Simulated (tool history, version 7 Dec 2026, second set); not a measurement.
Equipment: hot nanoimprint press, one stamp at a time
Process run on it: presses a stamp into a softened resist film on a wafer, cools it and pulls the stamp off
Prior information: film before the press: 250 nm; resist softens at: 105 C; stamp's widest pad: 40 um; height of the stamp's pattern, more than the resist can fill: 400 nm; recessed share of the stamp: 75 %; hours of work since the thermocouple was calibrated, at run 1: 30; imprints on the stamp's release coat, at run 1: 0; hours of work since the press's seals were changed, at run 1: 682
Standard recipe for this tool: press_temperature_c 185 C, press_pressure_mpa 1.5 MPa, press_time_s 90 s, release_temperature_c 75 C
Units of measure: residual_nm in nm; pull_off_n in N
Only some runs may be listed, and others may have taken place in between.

run	hour	press_temperature_c	press_pressure_mpa	press_time_s	release_temperature_c	hours of work since the thermocouple was calibrated	imprints on the stamp's release coat	hours of work since the press's seals were changed	residual_nm	pull_off_n
1	0	185	1.5	90	75	30	0	682	97.7	168
2	70.5	185	1.5	90	75	74	237	726	97.9	164
3	150.7	185	1.5	90	75	124	506	776	98.5	167
4	193.3	185	1.5	90	75	150	649	802	100.6	171
5	263.8	185	1.5	90	75	194	886	846	100.4	178
6	329.1	185	1.5	90	75	235	1106	887	102.1	191
# hour 342.5: stamp cleaned and given a new release coat
7	378.3	185	1.5	90	68	262	120	914	101.1	191
# hour 403: plate thermocouple calibrated
8	439.5	185	1.5	90	68	23	316	950	98.4	196
9	472.9	185	1.5	90	68	43	428	971	98	197
10	535.9	185	1.5	90	68	83	640	1010	100.1	199
# hour 568.5: press's hydraulic seals changed and the load cell set to zero
11	597	185	1.5	90	68	116	818	18	95.4	202
12	643	185	1.5	90	68	144	973	46	95.1	209
# hour 696.3: stamp cleaned and given a new release coat
13	696.3	185	1.83	90	68	174	0	76	87.6	186
14	773.8	185	1.83	90	68	222	260	124	88.1	197
15	829.8	185	1.83	90	68	257	449	159	89.7	198
# hour 865.3: plate thermocouple calibrated
16	888.6	183	1.05	47	67	14	636	193	150.4	205
17	928.7	183	1.05	47	67	39	771	218	149.6	211
18	976.8	178	2.33	90	75	69	933	248	98.5	178
19	1031.3	178	2.33	90	75	103	1116	282	101.2	181
# hour 1041.4: stamp cleaned and given a new release coat
20	1089.1	186	1.73	63	64	135	160	314	100	199
21	1123.6	186	1.73	63	64	157	276	336	100.9	201
22	1158.2	178	1.5	125	75	178	392	357	112.5	168
23	1227.7	178	1.5	125	75	222	626	401	113.6	183
24	1268.5	178	1.5	125	75	247	763	426	114.8	176
# hour 1317.4: plate thermocouple calibrated
25	1343.8	185	1.5	175	63	16	1006	471	73.2	230
# hour 1386.9: stamp cleaned and given a new release coat
26	1386.9	185	1.5	175	63	39	0	494	75.8	208
27	1426.7	185	1.5	175	63	64	133	519	75.4	210
28	1508	185	1.5	175	63	115	407	569	76.8	220
29	1542.3	185	0.97	175	63	136	522	591	96.9	224

Forecast each of these 3 alternatives for the next run:
A	1576.8	185	1.31	177	72	158	638	612	?	?
B	1576.8	176	1.61	72	75	158	638	612	?	?
C	1576.8	185	0.97	57	66	158	638	612	?	?

run	residual_nm	pull_off_n
A	81.9	195
B	143.2	171
C	141.1	212
With the hidden condition removed and each run's random variation left untouched, the same runs would have given:
run	residual_nm	pull_off_n
A	78	179
B	136.8	156
C	136.2	195
